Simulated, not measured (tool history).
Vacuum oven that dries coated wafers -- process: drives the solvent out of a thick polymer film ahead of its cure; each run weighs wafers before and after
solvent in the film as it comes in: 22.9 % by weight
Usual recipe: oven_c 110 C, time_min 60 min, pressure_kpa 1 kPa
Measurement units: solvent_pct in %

run     day  oven_c  time_min  pressure_kpa  solvent_pct
  1       0     110        60             1         1.21
  2   0.738     110        60             1          1.2
  3   1.538     110        60             1         1.21
  4   2.667     110        60             1          1.2
  5   3.258     110        60             1         1.17
  6   3.996     110        60             1          1.2
  7    4.55     125        60             1         0.31
  8   5.512     125        60             1         0.36
  9   6.642     125        60             1         0.36
 10    7.45     119        60             1         0.56
 11   8.121     119        60             1         0.56
 12   9.121     119        60             1         0.59
 13   10.25     119        60             1         0.56
 14  11.042     119        60             1         0.54
 15  12.138     104        32          1.53         5.49
 16    13.2     105        81          2.47         1.78
 17  13.771     102        31          2.47         6.71
 18  14.804     118        60             1          0.6
 19  15.292     118        52          1.21         0.95
 20  16.004     103        52          1.01         2.87
 21  16.825     110        43          0.75         2.35
 22  17.375     110        43          0.75         2.31
 23  18.375      97        43          0.75         5.37
 24  19.542     110        35          0.78         3.34
 25  20.079     121        45          0.98         0.89
 26  20.783     110        32          0.82         3.88
 27  21.625     110        32          0.82         3.88

Results for each run, recomputed without the tool's hidden state and with each run's random variation untouched:
The tool's hidden condition here consists of: true wafer temperature over the reading, C; true pressure over the reading, kPa; drift of the gauge itself on solvent_pct, %.
run  solvent_pct
  1            1
  2         0.99
  3         0.99
  4         0.97
  5         0.95
  6         0.97
  7         0.25
  8          0.3
  9         0.29
 10         0.45
 11         0.45
 12         0.47
 13         0.44
 14         0.42
 15         4.88
 16          1.5
 17         6.04
 18         0.46
 19         0.76
 20         2.37
 21         1.91
 22         1.88
 23         4.67
 24         2.81
 25         0.69
 26          3.3
 27          3.3
